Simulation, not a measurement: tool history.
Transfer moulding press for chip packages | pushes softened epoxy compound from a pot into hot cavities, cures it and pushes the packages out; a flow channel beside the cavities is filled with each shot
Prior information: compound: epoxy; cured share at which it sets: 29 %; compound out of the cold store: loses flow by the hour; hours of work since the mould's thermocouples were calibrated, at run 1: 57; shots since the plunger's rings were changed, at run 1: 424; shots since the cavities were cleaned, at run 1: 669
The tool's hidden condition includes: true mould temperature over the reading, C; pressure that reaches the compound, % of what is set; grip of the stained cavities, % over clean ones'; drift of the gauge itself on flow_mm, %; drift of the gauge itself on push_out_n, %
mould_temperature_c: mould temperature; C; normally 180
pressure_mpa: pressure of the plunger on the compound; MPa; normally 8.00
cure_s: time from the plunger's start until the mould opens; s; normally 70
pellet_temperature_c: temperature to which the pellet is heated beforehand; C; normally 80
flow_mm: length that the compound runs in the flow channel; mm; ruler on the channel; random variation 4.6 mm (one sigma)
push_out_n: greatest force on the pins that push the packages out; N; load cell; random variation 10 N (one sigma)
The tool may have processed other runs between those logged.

| run | hour | mould_temperature_c | pressure_mpa | cure_s | pellet_temperature_c | hours of work since the mould's thermocouples were calibrated | shots since the plunger's rings were changed | shots since the cavities were cleaned | incoming compound's hours out of the cold store | flow_mm | push_out_n |
|---|---|---|---|---|---|---|---|---|---|---|---|
| 1 | 0.0 | 180 | 8.00 | 70 | 80 | 57 | 424 | 669 | 40.1 | 740 | 812 |
| 2 | 10.1 | 180 | 8.00 | 70 | 76 | 65 | 608 | 853 | 30.0 | 786 | 861 |
|  | 19.2 | cavities cleaned with cleaning compound and waxed |
| 3 | 25.0 | 180 | 9.53 | 70 | 80 | 74 | 852 | 106 | 19.6 | 910 | 988 |
| 4 | 44.1 | 180 | 8.00 | 104 | 80 | 88 | 1199 | 453 | 20.2 | 832 | 853 |
| 5 | 58.7 | 180 | 8.00 | 104 | 80 | 99 | 1464 | 718 | 45.4 | 718 | 853 |
| 6 | 71.8 | 180 | 8.00 | 104 | 80 | 108 | 1702 | 956 | 38.4 | 734 | 868 |
|  | 74.8 | cavities cleaned with cleaning compound and waxed |
|  | 87.6 | cavities cleaned with cleaning compound and waxed, once more |
| 7 | 96.1 | 180 | 8.00 | 104 | 80 | 124 | 2090 | 155 | 42.2 | 714 | 495 |
| 8 | 105.9 | 180 | 8.00 | 70 | 80 | 131 | 2269 | 334 | 23.4 | 801 | 718 |
| 9 | 123.5 | 180 | 8.00 | 70 | 80 | 143 | 2589 | 654 | 11.2 | 852 | 844 |
| 10 | 140.7 | 180 | 8.00 | 72 | 80 | 156 | 2901 | 966 | 14.7 | 826 | 880 |
|  | 143.6 | cavities cleaned with cleaning compound and waxed |
| 11 | 151.0 | 180 | 8.00 | 72 | 80 | 162 | 3061 | 135 | 13.2 | 826 | 584 |
| 12 | 164.2 | 180 | 8.00 | 70 | 80 | 172 | 3301 | 375 | 17.7 | 806 | 755 |
| 13 | 178.1 | 180 | 8.00 | 70 | 80 | 182 | 3554 | 628 | 18.3 | 796 | 834 |
| 14 | 193.0 | 180 | 8.00 | 70 | 80 | 193 | 3825 | 899 | 32.4 | 725 | 874 |
|  | 199.6 | cavities cleaned with cleaning compound and waxed |
| 15 | 212.4 | 174 | 8.48 | 85 | 73 | 205 | 4149 | 232 | 29.1 | 771 | 635 |
|  | 226.6 | plunger's sealing rings changed |
| 16 | 235.1 | 187 | 6.77 | 98 | 82 | 220 | 154 | 600 | 8.6 | 816 | 665 |
| 17 | 255.9 | 186 | 8.88 | 52 | 80 | 235 | 532 | 978 | 16.1 | 900 | 1082 |
|  | 258.7 | cavities cleaned with cleaning compound and waxed |
| 18 | 275.7 | 173 | 6.37 | 54 | 82 | 248 | 865 | 308 | 35.6 | 688 | 1632 |
| 19 | 292.4 | 173 | 9.43 | 64 | 86 | 260 | 1168 | 611 | 12.4 | 960 | 1497 |
| 20 | 312.4 | 172 | 8.39 | 50 | 73 | 275 | 1532 | 975 | 45.1 | 748 | 2621 |
|  | 314.8 | cavities cleaned with cleaning compound and waxed |
| 21 | 335.6 | 180 | 6.39 | 70 | 80 | 291 | 1928 | 380 | 26.6 | 700 | 707 |
| 22 | 345.2 | 180 | 6.39 | 70 | 80 | 297 | 2102 | 554 | 45.9 | 624 | 796 |
| 23 | 354.3 | 180 | 7.26 | 79 | 80 | 304 | 2267 | 719 | 45.3 | 664 | 739 |
|  | 371.4 | cavities cleaned with cleaning compound and waxed |
| 24 | 377.1 | 180 | 8.29 | 70 | 84 | 319 | 2654 | 104 | 22.3 | 808 | 565 |
| 25 | 398.6 | 181 | 8.00 | 56 | 80 | 335 | 3045 | 495 | 31.9 | 743 | 1046 |
| 26 | 410.9 | 181 | 8.00 | 56 | 80 | 344 | 3270 | 720 | 41.8 | 692 | 1135 |
| 27 | 422.3 | 180 | 8.13 | 70 | 75 | 352 | 3477 | 927 | 12.2 | 830 | 934 |
|  | 428.3 | cavities cleaned with cleaning compound and waxed |
| 28 | 439.3 | 179 | 8.00 | 55 | 80 | 363 | 3758 | 200 | 17.1 | 798 | 1069 |

Predict each of these 3 candidate next runs independently; none follows another, all start after run 28:
| A | 453.5 | 182 | 9.48 | 70 | 72 | 374 | 4017 | 459 | 43.1 | ? | ? |
| B | 453.5 | 180 | 9.69 | 51 | 80 | 374 | 4017 | 459 | 31.7 | ? | ? |
| C | 453.5 | 180 | 9.47 | 99 | 80 | 374 | 4017 | 459 | 47.2 | ? | ? |

| run | flow_mm | push_out_n |
|---|---|---|
| A | 736 | 690 |
| B | 801 | 1280 |
| C | 723 | 619 |
With the hidden condition removed and each run's random variation left untouched, the same runs would have given:
| run | flow_mm | push_out_n |
|---|---|---|
| A | 802 | 451 |
| B | 872 | 856 |
| C | 787 | 399 |
